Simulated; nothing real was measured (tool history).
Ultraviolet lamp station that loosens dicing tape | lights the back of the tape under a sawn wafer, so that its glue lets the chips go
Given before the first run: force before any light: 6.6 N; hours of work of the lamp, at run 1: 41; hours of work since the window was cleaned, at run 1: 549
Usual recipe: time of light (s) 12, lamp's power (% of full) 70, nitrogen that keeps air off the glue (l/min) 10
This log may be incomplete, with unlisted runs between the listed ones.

run,hour,time of light (s),lamp's power (% of full),nitrogen that keeps air off the glue (l/min),hours of work of the lamp,hours of work since the window was cleaned,force that peels the tape off (N),light that reached the tape (mJ/cm²)
1,0.0,12,70,10,41,549,1.212,412
# hour 7.8: window cleaned of glue's vapour
2,26.7,12,94,10,59,13,0.841,517
# hour 50.6: window cleaned of glue's vapour, once more
3,51.3,11,70,10,76,0,1.209,422
4,69.8,11,90,10,89,14,0.782,536
5,81.6,11,90,10,98,22,0.780,533
6,109.9,11,90,10,118,42,0.834,541
7,127.9,11,90,10,130,55,0.807,527
8,156.3,12,63,10,150,75,1.290,394
9,174.2,12,88,10,163,87,0.724,558
10,186.9,12,88,6,172,96,0.928,551
11,198.6,12,88,8,180,104,0.817,559
12,213.1,12,88,8,190,115,0.827,548
13,233.1,12,88,8,205,129,0.832,546
14,258.7,12,88,8,223,147,0.861,536
15,285.6,12,88,8,242,166,0.842,537
16,309.4,12,88,8,258,183,0.867,532
17,332.1,12,88,8,274,198,0.898,524
18,349.3,12,88,8,286,211,0.887,529
19,373.7,7,91,10,304,228,1.734,313
20,394.7,13,75,10,319,243,0.942,476
21,412.9,13,75,10,331,255,0.944,476
22,440.3,12,87,12,351,275,0.777,505
23,459.0,12,87,12,364,288,0.816,506
24,478.2,10,76,11,377,302,1.450,362
25,505.5,11,63,11,397,321,1.685,330
26,523.6,11,63,11,409,334,1.626,324
27,537.8,17,70,14,419,344,0.616,567
28,561.2,12,96,4,436,360,1.177,539
29,588.3,12,96,4,455,379,1.249,534
30,614.8,12,79,11,474,398,1.071,440
31,629.0,12,62,11,484,408,1.653,341

Some steps in force that peels the tape off (N) between neighbouring runs. How much of each would the tool show without its hidden state too (settings, what came in, random variation), and how much is left for the hidden state, with any gauge scatter that isn't in both results?
Hidden state at play: lamp's light, % of a new lamp's; light that the window lets through, % of a clean one's; drift of the gauge itself on peel_n, %; drift of the gauge itself on dose_mj_cm2, %.
Run 2 -> 3: time of light (s) 12 -> 11, lamp's power (% of full) 94 -> 70, window cleaned of glue's vapour, once more. force that peels the tape off (N) +0.368: hidden state -0.221, all else +0.589.
Run 18 -> 19: time of light (s) 12 -> 7, lamp's power (% of full) 88 -> 91, nitrogen that keeps air off the glue (l/min) 8 -> 10. force that peels the tape off (N) +0.847: hidden state +0.079, all else +0.768.
Run 19 -> 20: time of light (s) 7 -> 13, lamp's power (% of full) 91 -> 75. force that peels the tape off (N) -0.792: hidden state -0.055, all else -0.737.
Run 26 -> 27: time of light (s) 11 -> 17, lamp's power (% of full) 63 -> 70, nitrogen that keeps air off the glue (l/min) 11 -> 14. force that peels the tape off (N) -1.010: hidden state -0.147, all else -0.863.
Run 27 -> 28: time of light (s) 17 -> 12, lamp's power (% of full) 70 -> 96, nitrogen that keeps air off the glue (l/min) 14 -> 4. force that peels the tape off (N) +0.561: hidden state +0.119, all else +0.442.
